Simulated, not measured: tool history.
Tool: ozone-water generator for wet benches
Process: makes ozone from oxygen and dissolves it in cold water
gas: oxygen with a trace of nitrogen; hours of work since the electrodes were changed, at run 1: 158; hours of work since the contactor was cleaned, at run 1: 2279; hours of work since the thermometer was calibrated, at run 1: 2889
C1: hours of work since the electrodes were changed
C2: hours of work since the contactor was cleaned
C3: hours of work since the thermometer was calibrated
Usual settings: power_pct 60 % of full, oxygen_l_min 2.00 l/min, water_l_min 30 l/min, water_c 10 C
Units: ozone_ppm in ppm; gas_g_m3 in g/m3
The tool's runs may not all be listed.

Run 1, hour 0.0: usual settings; C1 158; C2 2279; C3 2889. Result: ozone_ppm 9.1 ppm, gas_g_m3 225.7 g/m3.
Run 2, hour 37.8: usual settings but water_c 6 C; C1 193; C2 2313; C3 2923. Result: ozone_ppm 9.4 ppm, gas_g_m3 225.8 g/m3.
Run 3, hour 87.8: usual settings but water_c 7 C; C1 238; C2 2359; C3 2968. Result: ozone_ppm 9.4 ppm, gas_g_m3 227.8 g/m3.
Run 4, hour 128.3: usual settings but water_c 7 C; C1 274; C2 2395; C3 3005. Result: ozone_ppm 9.3 ppm, gas_g_m3 224.0 g/m3.
Run 5, hour 174.7: usual settings but water_c 7 C; C1 316; C2 2437; C3 3047. Result: ozone_ppm 9.4 ppm, gas_g_m3 226.2 g/m3.
Run 6, hour 236.4: usual settings but water_c 13 C; C1 372; C2 2493; C3 3103. Result: ozone_ppm 9.1 ppm, gas_g_m3 224.6 g/m3.
Run 7, hour 285.0: usual settings; C1 416; C2 2537; C3 3147. Result: ozone_ppm 9.4 ppm, gas_g_m3 226.0 g/m3.
Run 8, hour 337.2: usual settings; C1 463; C2 2584; C3 3194. Result: ozone_ppm 9.2 ppm, gas_g_m3 224.7 g/m3.
Run 9, hour 386.7: usual settings but water_l_min 36 l/min; C1 508; C2 2629; C3 3238. Result: ozone_ppm 7.6 ppm, gas_g_m3 224.4 g/m3.
Run 10, hour 444.4: usual settings but water_l_min 36 l/min; C1 560; C2 2681; C3 3290. Result: ozone_ppm 7.6 ppm, gas_g_m3 225.4 g/m3.
Run 11, hour 481.0: usual settings; C1 593; C2 2714; C3 3324. Result: ozone_ppm 9.1 ppm, gas_g_m3 221.1 g/m3.
Run 12, hour 539.2: usual settings but power_pct 62 % of full, water_l_min 38 l/min; C1 645; C2 2766; C3 3376. Result: ozone_ppm 7.2 ppm, gas_g_m3 229.0 g/m3.
Run 13, hour 595.6: usual settings but water_c 6 C; C1 696; C2 2817; C3 3427. Result: ozone_ppm 9.2 ppm, gas_g_m3 221.8 g/m3.
Run 14, hour 656.0: usual settings but water_l_min 35 l/min, water_c 14 C; C1 751; C2 2872; C3 3482. Result: ozone_ppm 7.5 ppm, gas_g_m3 222.4 g/m3.
Run 15, hour 716.3: usual settings but water_l_min 35 l/min, water_c 14 C; C1 805; C2 2926; C3 3536. Result: ozone_ppm 7.5 ppm, gas_g_m3 223.3 g/m3.
Run 16, hour 769.7: usual settings but water_l_min 23 l/min, water_c 16 C; C1 853; C2 2974; C3 3584. Result: ozone_ppm 11.4 ppm, gas_g_m3 222.4 g/m3.
Run 17, hour 801.0: usual settings but water_l_min 23 l/min, water_c 16 C; C1 882; C2 3003; C3 3612. Result: ozone_ppm 11.3 ppm, gas_g_m3 222.1 g/m3.
Run 18, hour 864.0: usual settings but power_pct 54 % of full, oxygen_l_min 1.03 l/min; C1 939; C2 3060; C3 3669. Result: ozone_ppm 7.5 ppm, gas_g_m3 331.3 g/m3.
Run 19, hour 925.8: usual settings but power_pct 83 % of full, water_l_min 42 l/min, water_c 8 C; C1 994; C2 3115; C3 3725. Result: ozone_ppm 7.7 ppm, gas_g_m3 269.3 g/m3.
Run 20, hour 982.5: usual settings but power_pct 83 % of full, water_l_min 42 l/min, water_c 8 C; C1 1046; C2 3167; C3 3776. Result: ozone_ppm 7.6 ppm, gas_g_m3 268.3 g/m3.
Run 21, hour 1027.4: usual settings but oxygen_l_min 2.02 l/min, water_c 7 C; C1 1086; C2 3207; C3 3817. Result: ozone_ppm 9.1 ppm, gas_g_m3 218.5 g/m3.

Measured less the same run without the tool's hidden state. The same run-to-run variation is in both; the gauge's scatter may not be:
The hidden state here: yield of the discharge, % of new electrodes'; contactor's efficiency, % of a clean one's; true water temperature over the reading, C; drift of the gauge itself on ozone_ppm, %; drift of the gauge itself on gas_g_m3, %.
run  ozone_ppm  gas_g_m3
  1       -0.5      -1.3
  2       -0.4      -1.6
  3       -0.5      -2.1
  4       -0.5      -2.3
  5       -0.5      -2.6
  6       -0.6      -3.0
  7       -0.5      -3.4
  8       -0.6      -3.8
  9       -0.5      -4.2
 10       -0.5      -4.6
 11       -0.7      -4.9
 12       -0.6      -5.5
 13       -0.7      -5.8
 14       -0.6      -6.2
 15       -0.7      -6.6
 16       -0.9      -7.0
 17       -1.0      -7.3
 18       -0.7     -10.8
 19       -0.8     -12.2
 20       -0.9     -12.6
 21       -0.9      -8.8

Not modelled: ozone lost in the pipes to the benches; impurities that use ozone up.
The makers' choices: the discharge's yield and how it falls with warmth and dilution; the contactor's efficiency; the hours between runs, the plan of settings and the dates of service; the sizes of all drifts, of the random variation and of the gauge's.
